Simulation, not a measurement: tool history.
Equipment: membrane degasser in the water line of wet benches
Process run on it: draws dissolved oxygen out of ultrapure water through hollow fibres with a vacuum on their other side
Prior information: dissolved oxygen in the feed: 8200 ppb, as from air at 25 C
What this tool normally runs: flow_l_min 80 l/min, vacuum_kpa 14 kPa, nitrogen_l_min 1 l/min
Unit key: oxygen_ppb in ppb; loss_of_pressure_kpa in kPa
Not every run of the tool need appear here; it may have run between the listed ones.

{"run": 1, "hour": 0.0, "flow_l_min": 80, "vacuum_kpa": 14, "nitrogen_l_min": 1, "oxygen_ppb": 1524.1, "loss_of_pressure_kpa": 56.81}
{"run": 2, "hour": 27.2, "flow_l_min": 80, "vacuum_kpa": 14, "nitrogen_l_min": 1.72, "oxygen_ppb": 1161.1, "loss_of_pressure_kpa": 56.94}
{"run": 3, "hour": 49.5, "flow_l_min": 80, "vacuum_kpa": 24, "nitrogen_l_min": 1, "oxygen_ppb": 2435.9, "loss_of_pressure_kpa": 56.6}
{"run": 4, "hour": 94.1, "flow_l_min": 80, "vacuum_kpa": 30, "nitrogen_l_min": 1, "oxygen_ppb": 2853.8, "loss_of_pressure_kpa": 56.79}
{"run": 5, "hour": 134.5, "flow_l_min": 80, "vacuum_kpa": 30, "nitrogen_l_min": 1, "oxygen_ppb": 2809.5, "loss_of_pressure_kpa": 57.02}
{"run": 6, "hour": 173.1, "flow_l_min": 80, "vacuum_kpa": 14, "nitrogen_l_min": 0.62, "oxygen_ppb": 1895.3, "loss_of_pressure_kpa": 56.97}
{"run": 7, "hour": 209.9, "flow_l_min": 80, "vacuum_kpa": 14, "nitrogen_l_min": 1, "oxygen_ppb": 1519.5, "loss_of_pressure_kpa": 56.86}
{"run": 8, "hour": 243.1, "flow_l_min": 60, "vacuum_kpa": 19.4, "nitrogen_l_min": 0.81, "oxygen_ppb": 1834.5, "loss_of_pressure_kpa": 42.98}
{"run": 9, "hour": 273.3, "flow_l_min": 113, "vacuum_kpa": 18.9, "nitrogen_l_min": 1.49, "oxygen_ppb": 2220.4, "loss_of_pressure_kpa": 80.21}
{"run": 10, "hour": 306.1, "flow_l_min": 80, "vacuum_kpa": 16.7, "nitrogen_l_min": 1, "oxygen_ppb": 1771.7, "loss_of_pressure_kpa": 57.16}
{"run": 11, "hour": 328.5, "flow_l_min": 80, "vacuum_kpa": 16.7, "nitrogen_l_min": 1, "oxygen_ppb": 1774.5, "loss_of_pressure_kpa": 56.93}
{"run": 12, "hour": 366.6, "flow_l_min": 71, "vacuum_kpa": 14, "nitrogen_l_min": 1.9, "oxygen_ppb": 949.1, "loss_of_pressure_kpa": 50.66}
{"run": 13, "hour": 405.2, "flow_l_min": 80, "vacuum_kpa": 14, "nitrogen_l_min": 0.64, "oxygen_ppb": 1880.8, "loss_of_pressure_kpa": 57.64}
{"run": 14, "hour": 446.0, "flow_l_min": 117, "vacuum_kpa": 14, "nitrogen_l_min": 1.36, "oxygen_ppb": 1916.8, "loss_of_pressure_kpa": 84.01}

Selected run-to-run steps in loss_of_pressure_kpa, each split into two signed amounts: the part the tool would show with no hidden state at all (from settings, incoming material and random variation), and the remainder, which goes to the hidden state together with any gauge scatter not common to the measured and the hidden-state-free results:
The hidden state here: membrane still open, %; true pressure behind the membrane over the reading, kPa; air that leaks in behind the membrane, l/min; drift of the gauge itself on oxygen_ppb, %; drift of the gauge itself on loss_of_pressure_kpa, %.
Run 8 -> 9: flow_l_min 60 -> 113, vacuum_kpa 19.4 -> 18.9, nitrogen_l_min 0.81 -> 1.49. loss_of_pressure_kpa +37.23 kPa: hidden state +0.31, all else +36.92.
Run 13 -> 14: flow_l_min 80 -> 117, nitrogen_l_min 0.64 -> 1.36. loss_of_pressure_kpa +26.37 kPa: hidden state +0.38, all else +25.99.
